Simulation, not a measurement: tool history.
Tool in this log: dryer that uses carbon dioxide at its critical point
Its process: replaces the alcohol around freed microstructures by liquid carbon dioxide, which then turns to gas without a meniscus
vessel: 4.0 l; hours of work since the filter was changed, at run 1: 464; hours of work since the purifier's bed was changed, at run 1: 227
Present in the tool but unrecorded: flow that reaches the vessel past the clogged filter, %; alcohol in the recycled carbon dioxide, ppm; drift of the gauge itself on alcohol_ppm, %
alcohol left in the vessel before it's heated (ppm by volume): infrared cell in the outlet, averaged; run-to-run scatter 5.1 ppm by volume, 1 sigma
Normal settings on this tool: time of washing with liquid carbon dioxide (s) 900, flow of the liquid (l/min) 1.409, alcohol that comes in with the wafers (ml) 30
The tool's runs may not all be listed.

| run | hour | time of washing with liquid carbon dioxide (s) | flow of the liquid (l/min) | alcohol that comes in with the wafers (ml) | hours of work since the filter was changed | hours of work since the purifier's bed was changed | alcohol left in the vessel before it's heated (ppm by volume) |
|---|---|---|---|---|---|---|---|
| 1 | 0 | 900 | 1.409 | 30 | 464 | 227 | 118 |
| 2 | 10.7 | 900 | 1.409 | 30 | 469 | 232 | 130 |
| 3 | 26.3 | 900 | 1.409 | 30 | 476 | 239 | 120 |
| 4 | 37.4 | 900 | 1.409 | 74 | 481 | 244 | 249 |
| 5 | 50.3 | 900 | 1.409 | 74 | 487 | 250 | 234 |
| 6 | 64.2 | 900 | 1.409 | 30 | 493 | 256 | 122 |
| 7 | 75.7 | 900 | 1.409 | 30 | 498 | 261 | 114 |
| 8 | 89.6 | 900 | 1.409 | 30 | 504 | 268 | 134 |
| 9 | 106.1 | 900 | 1.409 | 30 | 512 | 275 | 130 |
| 10 | 121.7 | 900 | 1.409 | 30 | 519 | 282 | 134 |
| 11 | 133.2 | 900 | 1.409 | 30 | 524 | 288 | 134 |
| 12 | 141.3 | 900 | 1.409 | 30 | 528 | 291 | 140 |
| 13 | 157.1 | 900 | 1.409 | 30 | 535 | 298 | 132 |
| 14 | 170.7 | 900 | 1.409 | 30 | 541 | 305 | 132 |
| 15 | 186.8 | 900 | 0.87 | 30 | 549 | 312 | 514 |
| 16 | 193.8 | 1380 | 1.409 | 22 | 552 | 315 | 61 |
| 17 | 201.6 | 900 | 0.86 | 30 | 555 | 319 | 520 |
| 18 | 215.2 | 900 | 0.86 | 30 | 562 | 325 | 543 |
| 19 | 231 | 900 | 0.86 | 30 | 569 | 332 | 532 |
| 20 | 241.8 | 900 | 0.86 | 30 | 574 | 337 | 534 |
| 21 | 250.6 | 780 | 1.09 | 30 | 578 | 341 | 419 |
| 22 | 265.3 | 960 | 2.3 | 50 | 584 | 348 | 78 |
| 23 | 279 | 960 | 2.3 | 50 | 591 | 354 | 69 |
|  | 283.4 | inlet filter changed |
| 24 | 293.4 | 960 | 2.3 | 84 | 5 | 360 | 63 |
| 25 | 305.2 | 960 | 2.3 | 84 | 10 | 365 | 70 |
| 26 | 314.1 | 960 | 2.3 | 84 | 14 | 369 | 76 |
| 27 | 330.7 | 900 | 1.409 | 58 | 21 | 377 | 159 |
| 28 | 338.9 | 900 | 1.409 | 58 | 25 | 381 | 160 |
| 29 | 352.6 | 660 | 1.41 | 75 | 31 | 387 | 514 |

Here are 4 independent what-if runs from the current tool condition. What would each one return?
| A | 369 | 900 | 1.44 | 30 | 39 | 394 | ? |
| B | 369 | 660 | 1.82 | 75 | 39 | 394 | ? |
| C | 369 | 1080 | 1.409 | 31 | 39 | 394 | ? |
| D | 369 | 660 | 1.36 | 75 | 39 | 394 | ? |

| run | alcohol left in the vessel before it's heated (ppm by volume) |
|---|---|
| A | 109 |
| B | 222 |
| C | 92 |
| D | 588 |
Without the tool's hidden state the same runs would have given:
| run | alcohol left in the vessel before it's heated (ppm by volume) |
|---|---|
| A | 38 |
| B | 147 |
| C | 23 |
| D | 497 |
